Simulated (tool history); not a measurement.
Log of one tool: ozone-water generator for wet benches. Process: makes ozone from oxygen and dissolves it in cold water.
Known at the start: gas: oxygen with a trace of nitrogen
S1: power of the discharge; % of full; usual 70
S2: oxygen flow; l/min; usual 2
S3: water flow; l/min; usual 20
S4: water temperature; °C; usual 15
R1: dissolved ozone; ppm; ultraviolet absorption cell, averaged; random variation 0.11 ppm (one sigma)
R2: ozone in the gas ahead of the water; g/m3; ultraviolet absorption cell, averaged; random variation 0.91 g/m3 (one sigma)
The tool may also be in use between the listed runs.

{"run": 1, "hour": 0.0, "S1": 70, "S2": 2, "S3": 20, "S4": 15, "R1": 7.7, "R2": 151.1}
{"run": 2, "hour": 13.4, "S1": 70, "S2": 2, "S3": 20, "S4": 15, "R1": 7.7, "R2": 147.9}
{"run": 3, "hour": 36.1, "S1": 70, "S2": 2, "S3": 20, "S4": 15, "R1": 7.7, "R2": 149.6}
{"run": 4, "hour": 56.7, "S1": 70, "S2": 2, "S3": 20, "S4": 15, "R1": 7.7, "R2": 149}
{"run": 5, "hour": 72.5, "S1": 69, "S2": 2, "S3": 20, "S4": 15, "R1": 7.6, "R2": 148.2}
{"run": 6, "hour": 88.9, "S1": 69, "S2": 2, "S3": 20, "S4": 15, "R1": 7.7, "R2": 148}
{"hour": 91.7, "done": "water thermometer calibrated"}
{"run": 7, "hour": 111.6, "S1": 69, "S2": 2, "S3": 20, "S4": 15, "R1": 7.6, "R2": 147.7}
{"run": 8, "hour": 127.1, "S1": 69, "S2": 2, "S3": 20, "S4": 15, "R1": 7.5, "R2": 147}
{"run": 9, "hour": 144.1, "S1": 70, "S2": 1.15, "S3": 20, "S4": 15, "R1": 6.2, "R2": 192.3}
{"run": 10, "hour": 159.6, "S1": 63, "S2": 1.15, "S3": 20, "S4": 12, "R1": 6, "R2": 179.2}
{"run": 11, "hour": 190.2, "S1": 41, "S2": 1.15, "S3": 20, "S4": 12, "R1": 4.4, "R2": 135.9}

Forecast each of these 5 alternatives for the next run:
{"run": "A", "hour": 214.7, "S1": 41, "S2": 1.15, "S3": 16, "S4": 8, "R1": "?", "R2": "?"}
{"run": "B", "hour": 214.7, "S1": 41, "S2": 1.8, "S3": 20, "S4": 12, "R1": "?", "R2": "?"}
{"run": "C", "hour": 214.7, "S1": 61, "S2": 2.35, "S3": 20, "S4": 15, "R1": "?", "R2": "?"}
{"run": "D", "hour": 214.7, "S1": 46, "S2": 3.52, "S3": 20, "S4": 15, "R1": "?", "R2": "?"}
{"run": "E", "hour": 214.7, "S1": 99, "S2": 2, "S3": 27, "S4": 15, "R1": "?", "R2": "?"}

run=A R1=6.2 R2=139.5
run=B R1=5.3 R2=113.6
run=C R1=7.2 R2=127.2
run=D R1=7 R2=90
run=E R1=6.5 R2=183.8
Without the tool's hidden state the same runs would have given:
run=A R1=6.6 R2=141.8
run=B R1=5.7 R2=115.4
run=C R1=7.8 R2=130
run=D R1=7.5 R2=91.6
run=E R1=7.1 R2=189.1

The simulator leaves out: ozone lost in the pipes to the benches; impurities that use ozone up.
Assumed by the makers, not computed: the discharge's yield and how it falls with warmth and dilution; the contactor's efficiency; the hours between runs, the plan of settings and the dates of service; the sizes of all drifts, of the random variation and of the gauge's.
